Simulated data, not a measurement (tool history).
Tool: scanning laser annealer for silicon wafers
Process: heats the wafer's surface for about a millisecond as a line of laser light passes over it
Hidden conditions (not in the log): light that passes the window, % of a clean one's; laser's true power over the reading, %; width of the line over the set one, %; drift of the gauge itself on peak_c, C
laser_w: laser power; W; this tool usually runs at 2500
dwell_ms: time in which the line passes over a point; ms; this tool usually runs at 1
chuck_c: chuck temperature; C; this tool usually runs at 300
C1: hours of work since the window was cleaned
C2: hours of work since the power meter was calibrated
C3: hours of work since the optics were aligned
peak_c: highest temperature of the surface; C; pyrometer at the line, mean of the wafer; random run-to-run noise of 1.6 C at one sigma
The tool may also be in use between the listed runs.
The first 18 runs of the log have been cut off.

{"run": 19, "hour": 151.8, "laser_w": 2502, "dwell_ms": 1, "chuck_c": 300, "C1": 220, "C2": 160, "C3": 606, "peak_c": 1013}
{"run": 20, "hour": 161.2, "laser_w": 2502, "dwell_ms": 1, "chuck_c": 300, "C1": 224, "C2": 164, "C3": 610, "peak_c": 1013}
{"run": 21, "hour": 169.6, "laser_w": 2502, "dwell_ms": 1, "chuck_c": 300, "C1": 228, "C2": 168, "C3": 614, "peak_c": 1012}
{"run": 22, "hour": 177.6, "laser_w": 2275, "dwell_ms": 1.16, "chuck_c": 283, "C1": 231, "C2": 171, "C3": 617, "peak_c": 979}
{"run": 23, "hour": 189.8, "laser_w": 2500, "dwell_ms": 1, "chuck_c": 316, "C1": 237, "C2": 177, "C3": 623, "peak_c": 1028}
{"run": 24, "hour": 200.9, "laser_w": 2340, "dwell_ms": 1.24, "chuck_c": 300, "C1": 242, "C2": 182, "C3": 627, "peak_c": 1045}
{"run": 25, "hour": 213.9, "laser_w": 2391, "dwell_ms": 0.88, "chuck_c": 336, "C1": 247, "C2": 187, "C3": 633, "peak_c": 969}
{"run": 26, "hour": 222.5, "laser_w": 2355, "dwell_ms": 0.88, "chuck_c": 336, "C1": 251, "C2": 191, "C3": 637, "peak_c": 956}
{"run": 27, "hour": 230.6, "laser_w": 2355, "dwell_ms": 0.88, "chuck_c": 336, "C1": 255, "C2": 194, "C3": 640, "peak_c": 959}
{"run": 28, "hour": 239.4, "laser_w": 2703, "dwell_ms": 0.7, "chuck_c": 298, "C1": 258, "C2": 198, "C3": 644, "peak_c": 932}
{"run": 29, "hour": 252.2, "laser_w": 2735, "dwell_ms": 1, "chuck_c": 282, "C1": 264, "C2": 204, "C3": 650, "peak_c": 1061}
{"run": 30, "hour": 263.0, "laser_w": 2257, "dwell_ms": 0.75, "chuck_c": 271, "C1": 269, "C2": 209, "C3": 655, "peak_c": 817}
{"run": 31, "hour": 272.4, "laser_w": 2257, "dwell_ms": 0.75, "chuck_c": 271, "C1": 273, "C2": 213, "C3": 659, "peak_c": 818}
{"run": 32, "hour": 283.4, "laser_w": 2182, "dwell_ms": 0.97, "chuck_c": 271, "C1": 278, "C2": 218, "C3": 664, "peak_c": 876}
{"run": 33, "hour": 289.5, "laser_w": 2248, "dwell_ms": 1, "chuck_c": 321, "C1": 280, "C2": 220, "C3": 666, "peak_c": 951}
{"run": 34, "hour": 295.3, "laser_w": 2500, "dwell_ms": 0.81, "chuck_c": 300, "C1": 283, "C2": 223, "C3": 669, "peak_c": 935}
{"run": 35, "hour": 305.0, "laser_w": 2246, "dwell_ms": 1, "chuck_c": 300, "C1": 287, "C2": 227, "C3": 673, "peak_c": 931}
{"run": 36, "hour": 315.5, "laser_w": 2246, "dwell_ms": 1, "chuck_c": 300, "C1": 292, "C2": 232, "C3": 678, "peak_c": 930}
{"run": 37, "hour": 324.4, "laser_w": 2713, "dwell_ms": 0.95, "chuck_c": 300, "C1": 296, "C2": 235, "C3": 681, "peak_c": 1053}
{"run": 38, "hour": 333.6, "laser_w": 2446, "dwell_ms": 1.01, "chuck_c": 292, "C1": 300, "C2": 239, "C3": 685, "peak_c": 991}
{"run": 39, "hour": 341.6, "laser_w": 2446, "dwell_ms": 1.01, "chuck_c": 292, "C1": 303, "C2": 243, "C3": 689, "peak_c": 990}
{"run": 40, "hour": 349.3, "laser_w": 2546, "dwell_ms": 0.71, "chuck_c": 292, "C1": 306, "C2": 246, "C3": 692, "peak_c": 894}
{"run": 41, "hour": 359.3, "laser_w": 2673, "dwell_ms": 0.71, "chuck_c": 295, "C1": 311, "C2": 251, "C3": 697, "peak_c": 926}
{"run": 42, "hour": 365.6, "laser_w": 2453, "dwell_ms": 0.76, "chuck_c": 295, "C1": 314, "C2": 253, "C3": 699, "peak_c": 896}

Alternative continuations, all from the tool just after run 42; predict every row:
{"run": "A", "hour": 372.9, "laser_w": 2453, "dwell_ms": 0.86, "chuck_c": 295, "C1": 317, "C2": 257, "C3": 703, "peak_c": "?"}
{"run": "B", "hour": 372.9, "laser_w": 2186, "dwell_ms": 1, "chuck_c": 274, "C1": 317, "C2": 257, "C3": 703, "peak_c": "?"}
{"run": "C", "hour": 372.9, "laser_w": 2571, "dwell_ms": 0.78, "chuck_c": 295, "C1": 317, "C2": 257, "C3": 703, "peak_c": "?"}

run=A peak_c=934
run=B peak_c=889
run=C peak_c=935
With no hidden state in the tool, these same runs would have given:
run=A peak_c=945
run=B peak_c=900
run=C peak_c=947
